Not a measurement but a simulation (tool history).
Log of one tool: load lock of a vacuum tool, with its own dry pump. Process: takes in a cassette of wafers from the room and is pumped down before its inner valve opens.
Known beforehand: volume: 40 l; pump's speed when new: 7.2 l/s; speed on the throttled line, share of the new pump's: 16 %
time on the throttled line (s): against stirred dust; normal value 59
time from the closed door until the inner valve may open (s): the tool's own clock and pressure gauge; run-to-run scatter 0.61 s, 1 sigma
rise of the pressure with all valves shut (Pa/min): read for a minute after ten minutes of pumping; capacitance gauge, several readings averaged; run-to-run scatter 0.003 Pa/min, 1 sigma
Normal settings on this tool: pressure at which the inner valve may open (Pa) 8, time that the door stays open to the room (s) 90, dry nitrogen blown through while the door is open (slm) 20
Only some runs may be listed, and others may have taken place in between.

run    hour  time on the throttled line (s)  pressure at which the inner valve may open (Pa)  time that the door stays open to the room (s)  dry nitrogen blown through while the door is open (slm)  incoming humidity of the room's air, %  time from the closed door until the inner valve may open (s)  rise of the pressure with all valves shut (Pa/min)
  1       0                              59                                                8                                             90                                                       20                                      47                                                         105.1                                               0.089
  2    95.9                              59                                               14                                             90                                                       20                                    46.2                                                         100.6                                               0.089
  3   216.6                              59                                               14                                             90                                                       20                                    44.4                                                         100.6                                                0.09
  4   302.1                              59                                               14                                             90                                                       20                                    42.6                                                          99.7                                               0.093
  5     400                              59                                                8                                             90                                                       20                                    45.9                                                         104.2                                               0.091
  6   520.6                              59                                                8                                             90                                                       20                                    47.3                                                         103.4                                               0.096
  7   657.8                              92                                                9                                             94                                                        5                                    43.2                                                         130.9                                               0.113
  8     736                              92                                                9                                             94                                                        5                                    43.4                                                         131.6                                               0.113
  9   883.8                              33                                                9                                             94                                                        5                                    45.3                                                          82.1                                               0.126
 10   983.7                             112                                               15                                             54                                                        9                                    41.9                                                         145.9                                               0.106
 11  1138.4                             105                                                8                                             47                                                       20                                    47.3                                                         142.8                                               0.107
 12  1233.7                             105                                               16                                             48                                                       10                                    41.8                                                         139.5                                               0.108

Here are 3 independent what-if runs from the current tool condition. What would each one return?
  A  1327.5                              93                                               16                                             48                                                       10                                    48.8                                                             ?                                                   ?
  B  1327.5                              87                                                8                                             55                                                       20                                      48                                                             ?                                                   ?
  C  1327.5                              44                                               16                                             46                                                       10                                    47.8                                                             ?                                                   ?

run  time from the closed door until the inner valve may open (s)  rise of the pressure with all valves shut (Pa/min)
  A                                                         128.8                                               0.121
  B                                                         127.9                                               0.109
  C                                                          88.4                                               0.116
Without the tool's unlogged condition, the same runs would have read:
run  time from the closed door until the inner valve may open (s)  rise of the pressure with all valves shut (Pa/min)
  A                                                         127.1                                               0.043
  B                                                           126                                               0.031
  C                                                          86.3                                               0.039
